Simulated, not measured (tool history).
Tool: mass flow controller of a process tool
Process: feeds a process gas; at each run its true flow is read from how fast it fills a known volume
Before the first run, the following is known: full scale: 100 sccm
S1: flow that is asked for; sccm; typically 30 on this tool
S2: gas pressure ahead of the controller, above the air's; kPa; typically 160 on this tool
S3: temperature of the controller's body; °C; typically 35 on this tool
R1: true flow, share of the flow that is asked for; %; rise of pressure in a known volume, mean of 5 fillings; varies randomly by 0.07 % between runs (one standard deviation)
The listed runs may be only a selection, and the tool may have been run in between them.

run,hour,S1,S2,S3,R1
1,0.0,30,160,35,99.16
2,48.9,30,160,35,99.17
3,132.7,30,160,35,99.01
4,219.3,30,160,35,98.94
5,306.5,30,160,35,98.83
6,374.4,12,160,35,98.37
7,466.3,13,160,35,98.33
8,508.7,13,160,35,98.30
9,564.4,30,160,35,98.50
10,638.5,30,160,35,98.50
11,691.5,11,160,35,98.04
12,781.2,11,160,35,97.92
13,841.2,11,160,35,97.90
14,909.4,96,160,35,99.61
15,1000.3,11,160,35,97.78
16,1044.0,11,160,35,97.62
17,1132.6,11,160,35,97.50
18,1180.4,30,160,35,97.93
19,1272.3,30,160,35,97.83
20,1352.2,30,165,35,97.71
21,1426.1,30,276,22,96.98
22,1471.2,30,276,22,96.80
23,1554.5,36,189,34,97.68
24,1619.5,36,189,34,97.60
25,1667.0,36,189,34,97.52
26,1758.0,36,189,34,97.34
27,1817.6,18,189,23,96.28
28,1862.3,18,189,23,96.18
29,1919.4,18,189,23,96.10
30,2001.2,18,189,23,96.22
31,2076.8,30,240,31,96.79
# hour 2103.1: gauge calibrated
32,2127.6,30,240,31,98.98
33,2202.8,30,197,35,99.16
34,2279.9,35,199,32,99.08
35,2317.4,15,199,35,98.62
36,2380.8,15,199,35,98.63
37,2471.9,76,160,21,98.69

Predict each of these 5 candidate next runs independently; none follows another, all start after run 37:
A,2510.9,36,174,21,?
B,2510.9,42,149,20,?
C,2510.9,79,160,29,?
D,2510.9,30,272,35,?
E,2510.9,41,179,38,?

run,R1
A,97.94
B,97.89
C,99.38
D,98.87
E,99.16
Take away the tool's hidden state, keep each run's random variation, and the runs would have read:
run,R1
A,98.36
B,98.32
C,99.81
D,99.30
E,99.59

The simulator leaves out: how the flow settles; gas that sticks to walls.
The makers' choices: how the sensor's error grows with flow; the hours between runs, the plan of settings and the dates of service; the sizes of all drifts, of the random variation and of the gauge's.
